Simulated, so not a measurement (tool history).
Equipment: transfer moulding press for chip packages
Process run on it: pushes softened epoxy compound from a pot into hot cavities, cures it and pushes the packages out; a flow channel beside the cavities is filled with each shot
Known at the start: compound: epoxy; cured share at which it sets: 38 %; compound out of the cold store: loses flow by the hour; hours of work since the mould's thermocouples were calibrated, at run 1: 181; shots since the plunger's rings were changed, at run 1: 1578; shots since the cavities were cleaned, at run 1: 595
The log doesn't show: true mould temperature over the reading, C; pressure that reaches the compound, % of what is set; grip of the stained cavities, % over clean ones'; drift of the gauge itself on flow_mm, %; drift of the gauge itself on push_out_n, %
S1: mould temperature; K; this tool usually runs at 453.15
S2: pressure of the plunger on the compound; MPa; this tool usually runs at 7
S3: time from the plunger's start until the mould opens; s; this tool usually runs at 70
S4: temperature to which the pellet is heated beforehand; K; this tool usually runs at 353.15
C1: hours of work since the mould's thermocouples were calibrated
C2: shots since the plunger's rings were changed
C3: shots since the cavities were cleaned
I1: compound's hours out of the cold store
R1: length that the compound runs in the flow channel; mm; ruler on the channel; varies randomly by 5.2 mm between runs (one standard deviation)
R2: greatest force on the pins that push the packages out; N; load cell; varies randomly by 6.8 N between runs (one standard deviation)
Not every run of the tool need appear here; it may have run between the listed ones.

{"run": 1, "hour": 0.0, "S1": 453.15, "S2": 7, "S3": 70, "S4": 353.15, "C1": 181, "C2": 1578, "C3": 595, "I1": 22.5, "R1": 936, "R2": 435}
{"run": 2, "hour": 17.6, "S1": 453.15, "S2": 7, "S3": 70, "S4": 353.15, "C1": 188, "C2": 1750, "C3": 767, "I1": 22.3, "R1": 941, "R2": 436}
{"run": 3, "hour": 31.4, "S1": 453.15, "S2": 7, "S3": 70, "S4": 353.15, "C1": 194, "C2": 1885, "C3": 902, "I1": 44.1, "R1": 852, "R2": 442}
{"hour": 41.4, "done": "cavities cleaned with cleaning compound and waxed"}
{"run": 4, "hour": 50.3, "S1": 453.15, "S2": 7, "S3": 55, "S4": 353.15, "C1": 202, "C2": 2056, "C3": 88, "I1": 26.8, "R1": 917, "R2": 501}
{"run": 5, "hour": 72.8, "S1": 453.15, "S2": 7, "S3": 70, "S4": 353.15, "C1": 212, "C2": 2276, "C3": 308, "I1": 46.9, "R1": 836, "R2": 358}
{"run": 6, "hour": 97.3, "S1": 453.15, "S2": 7, "S3": 70, "S4": 353.15, "C1": 222, "C2": 2515, "C3": 547, "I1": 41.5, "R1": 860, "R2": 411}
{"run": 7, "hour": 121.6, "S1": 453.15, "S2": 7, "S3": 70, "S4": 353.15, "C1": 233, "C2": 2753, "C3": 785, "I1": 25.8, "R1": 914, "R2": 422}
{"run": 8, "hour": 135.1, "S1": 453.15, "S2": 7, "S3": 70, "S4": 353.15, "C1": 239, "C2": 2885, "C3": 917, "I1": 11.7, "R1": 960, "R2": 460}
{"hour": 144.5, "done": "cavities cleaned with cleaning compound and waxed"}
{"run": 9, "hour": 162.3, "S1": 453.15, "S2": 7, "S3": 70, "S4": 353.15, "C1": 250, "C2": 3136, "C3": 174, "I1": 10.1, "R1": 961, "R2": 352}
{"hour": 171.8, "done": "plunger's sealing rings changed"}
{"run": 10, "hour": 180.1, "S1": 453.15, "S2": 7, "S3": 70, "S4": 353.15, "C1": 257, "C2": 82, "C3": 324, "I1": 13.4, "R1": 1005, "R2": 369}
{"run": 11, "hour": 193.6, "S1": 453.15, "S2": 7, "S3": 70, "S4": 353.15, "C1": 263, "C2": 214, "C3": 456, "I1": 33.4, "R1": 929, "R2": 394}
{"run": 12, "hour": 218.2, "S1": 447.15, "S2": 6.76, "S3": 54, "S4": 353.15, "C1": 274, "C2": 455, "C3": 697, "I1": 25.8, "R1": 956, "R2": 1070}
{"run": 13, "hour": 232.1, "S1": 447.15, "S2": 6.76, "S3": 54, "S4": 353.15, "C1": 280, "C2": 591, "C3": 833, "I1": 20.1, "R1": 968, "R2": 1136}
{"run": 14, "hour": 246.5, "S1": 457.15, "S2": 7.61, "S3": 89, "S4": 353.15, "C1": 286, "C2": 732, "C3": 974, "I1": 10.7, "R1": 1028, "R2": 363}
{"hour": 249.5, "done": "cavities cleaned with cleaning compound and waxed"}
{"run": 15, "hour": 266.5, "S1": 453.15, "S2": 7, "S3": 70, "S4": 360.15, "C1": 294, "C2": 913, "C3": 167, "I1": 32, "R1": 908, "R2": 317}
{"run": 16, "hour": 286.0, "S1": 450.15, "S2": 7, "S3": 70, "S4": 353.15, "C1": 303, "C2": 1103, "C3": 357, "I1": 19.2, "R1": 972, "R2": 456}
{"run": 17, "hour": 298.5, "S1": 451.15, "S2": 7, "S3": 53, "S4": 353.15, "C1": 308, "C2": 1225, "C3": 479, "I1": 31.4, "R1": 915, "R2": 789}
{"run": 18, "hour": 317.5, "S1": 451.15, "S2": 7, "S3": 53, "S4": 353.15, "C1": 316, "C2": 1411, "C3": 665, "I1": 40.9, "R1": 876, "R2": 814}
{"run": 19, "hour": 331.7, "S1": 455.15, "S2": 8.22, "S3": 91, "S4": 353.15, "C1": 323, "C2": 1550, "C3": 804, "I1": 13.8, "R1": 1054, "R2": 368}
{"hour": 353.0, "done": "cavities cleaned with cleaning compound and waxed"}
{"run": 20, "hour": 356.3, "S1": 453.15, "S2": 5.31, "S3": 70, "S4": 351.15, "C1": 333, "C2": 1776, "C3": 33, "I1": 27.8, "R1": 799, "R2": 269}
{"run": 21, "hour": 375.7, "S1": 453.15, "S2": 6.38, "S3": 60, "S4": 351.15, "C1": 341, "C2": 1966, "C3": 223, "I1": 35.1, "R1": 834, "R2": 445}
{"run": 22, "hour": 389.6, "S1": 453.15, "S2": 6.38, "S3": 60, "S4": 351.15, "C1": 347, "C2": 2102, "C3": 359, "I1": 29.9, "R1": 861, "R2": 501}

Predict each of these 3 candidate next runs independently; none follows another, all start after run 22:
{"run": "A", "hour": 415.8, "S1": 453.15, "S2": 6.69, "S3": 70, "S4": 353.15, "C1": 359, "C2": 2358, "C3": 615, "I1": 8.9, "R1": "?", "R2": "?"}
{"run": "B", "hour": 415.8, "S1": 446.15, "S2": 5.8, "S3": 70, "S4": 353.15, "C1": 359, "C2": 2358, "C3": 615, "I1": 41.8, "R1": "?", "R2": "?"}
{"run": "C", "hour": 415.8, "S1": 450.15, "S2": 7.2, "S3": 63, "S4": 351.15, "C1": 359, "C2": 2358, "C3": 615, "I1": 15.6, "R1": "?", "R2": "?"}

run=A R1=964 R2=434
run=B R1=787 R2=582
run=C R1=976 R2=642
Take away the tool's hidden state, keep each run's random variation, and the runs would have read:
run=A R1=1009 R2=275
run=B R1=824 R2=377
run=C R1=1022 R2=416
